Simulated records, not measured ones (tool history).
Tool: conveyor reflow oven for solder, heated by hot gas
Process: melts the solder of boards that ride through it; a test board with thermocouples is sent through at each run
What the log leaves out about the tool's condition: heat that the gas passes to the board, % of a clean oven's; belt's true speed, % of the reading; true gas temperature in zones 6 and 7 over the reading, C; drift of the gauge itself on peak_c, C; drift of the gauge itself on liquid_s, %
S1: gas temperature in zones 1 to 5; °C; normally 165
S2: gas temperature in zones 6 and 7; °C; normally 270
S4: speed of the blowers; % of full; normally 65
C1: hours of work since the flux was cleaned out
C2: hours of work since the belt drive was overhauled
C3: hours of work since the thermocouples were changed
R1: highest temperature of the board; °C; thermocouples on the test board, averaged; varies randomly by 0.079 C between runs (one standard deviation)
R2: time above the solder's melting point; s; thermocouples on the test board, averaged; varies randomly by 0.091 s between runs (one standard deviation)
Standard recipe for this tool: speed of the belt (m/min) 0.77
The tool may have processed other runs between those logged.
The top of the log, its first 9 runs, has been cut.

-- hour=279.2 flux residue cleaned out of gas plates and filters
run 10 hour=298.3 | S1=165 S2=270 speed_of_the_belt_(m/min)=0.77 S4=65 | C1=11 C2=323 C3=481 | R1=249.98 R2=42.24
run 11 hour=337.6 | S1=165 S2=270 speed_of_the_belt_(m/min)=0.77 S4=65 | C1=32 C2=345 C3=503 | R1=249.67 R2=42.14
run 12 hour=376.8 | S1=165 S2=261 speed_of_the_belt_(m/min)=0.77 S4=65 | C1=54 C2=367 C3=524 | R1=241.96 R2=36.59
run 13 hour=397.3 | S1=165 S2=261 speed_of_the_belt_(m/min)=0.77 S4=65 | C1=65 C2=378 C3=536 | R1=241.87 R2=36.52
run 14 hour=429 | S1=165 S2=270 speed_of_the_belt_(m/min)=0.77 S4=65 | C1=83 C2=395 C3=553 | R1=249.58 R2=42.13
run 15 hour=464.6 | S1=165 S2=270 speed_of_the_belt_(m/min)=0.77 S4=65 | C1=103 C2=415 C3=573 | R1=249.48 R2=42.02
run 16 hour=500.7 | S1=165 S2=270 speed_of_the_belt_(m/min)=0.77 S4=65 | C1=123 C2=435 C3=593 | R1=249.37 R2=41.96
run 17 hour=551 | S1=165 S2=266 speed_of_the_belt_(m/min)=0.77 S4=65 | C1=150 C2=463 C3=621 | R1=245.62 R2=39.51
-- hour=560 flux residue cleaned out of gas plates and filters
run 18 hour=581.4 | S1=165 S2=280 speed_of_the_belt_(m/min)=0.685 S4=84 | C1=12 C2=477 C3=635 | R1=266.62 R2=58.89
run 19 hour=625.9 | S1=165 S2=280 speed_of_the_belt_(m/min)=0.685 S4=84 | C1=37 C2=502 C3=660 | R1=266.52 R2=58.82
run 20 hour=650.4 | S1=165 S2=280 speed_of_the_belt_(m/min)=0.685 S4=84 | C1=50 C2=515 C3=673 | R1=266.2 R2=58.62
run 21 hour=694 | S1=165 S2=280 speed_of_the_belt_(m/min)=0.685 S4=84 | C1=74 C2=539 C3=697 | R1=266.2 R2=58.75
run 22 hour=720.8 | S1=165 S2=280 speed_of_the_belt_(m/min)=0.685 S4=84 | C1=89 C2=554 C3=712 | R1=266.17 R2=58.53
run 23 hour=750.4 | S1=165 S2=280 speed_of_the_belt_(m/min)=0.685 S4=60 | C1=105 C2=571 C3=728 | R1=260.67 R2=55.28
-- hour=796.3 thermocouples of zones 6 and 7 changed
run 24 hour=801.8 | S1=165 S2=280 speed_of_the_belt_(m/min)=0.77 S4=65 | C1=133 C2=598 C3=3 | R1=258.01 R2=47.18
-- hour=842.4 flux residue cleaned out of gas plates and filters
run 25 hour=853.8 | S1=165 S2=280 speed_of_the_belt_(m/min)=0.635 S4=65 | C1=6 C2=624 C3=29 | R1=265.51 R2=62.93
run 26 hour=893.5 | S1=165 S2=280 speed_of_the_belt_(m/min)=0.635 S4=65 | C1=28 C2=646 C3=51 | R1=265.43 R2=62.96
run 27 hour=924.8 | S1=176 S2=267 speed_of_the_belt_(m/min)=0.793 S4=70 | C1=46 C2=663 C3=68 | R1=249.54 R2=44.25
run 28 hour=972 | S1=170 S2=267 speed_of_the_belt_(m/min)=0.793 S4=70 | C1=72 C2=689 C3=95 | R1=248.23 R2=41.62
run 29 hour=1017.3 | S1=170 S2=267 speed_of_the_belt_(m/min)=0.793 S4=70 | C1=97 C2=714 C3=120 | R1=248.19 R2=41.56
run 30 hour=1046.7 | S1=165 S2=276 speed_of_the_belt_(m/min)=0.711 S4=65 | C1=113 C2=731 C3=136 | R1=257.69 R2=51.69
run 31 hour=1072 | S1=165 S2=278 speed_of_the_belt_(m/min)=0.77 S4=65 | C1=127 C2=745 C3=150 | R1=256.36 R2=46.51

Consider 3 possible next runs. They are alternatives, not a sequence: every one starts from the tool as it was left by run 31. What does each give?
run A hour=1108.4 | S1=165 S2=276 speed_of_the_belt_(m/min)=0.892 S4=80 | C1=147 C2=765 C3=170 | R1=? R2=?
run B hour=1108.4 | S1=165 S2=263 speed_of_the_belt_(m/min)=0.65 S4=65 | C1=147 C2=765 C3=170 | R1=? R2=?
run C hour=1108.4 | S1=165 S2=263 speed_of_the_belt_(m/min)=0.903 S4=76 | C1=147 C2=765 C3=170 | R1=? R2=?

run=A R1=252.32 R2=37.68
run=B R1=248.75 R2=51.52
run=C R1=239.98 R2=29.19
Stripped of hidden state, with their random variation kept, the same runs would have yielded:
run=A R1=253.18 R2=37.74
run=B R1=249.34 R2=51.4
run=C R1=240.78 R2=29.53

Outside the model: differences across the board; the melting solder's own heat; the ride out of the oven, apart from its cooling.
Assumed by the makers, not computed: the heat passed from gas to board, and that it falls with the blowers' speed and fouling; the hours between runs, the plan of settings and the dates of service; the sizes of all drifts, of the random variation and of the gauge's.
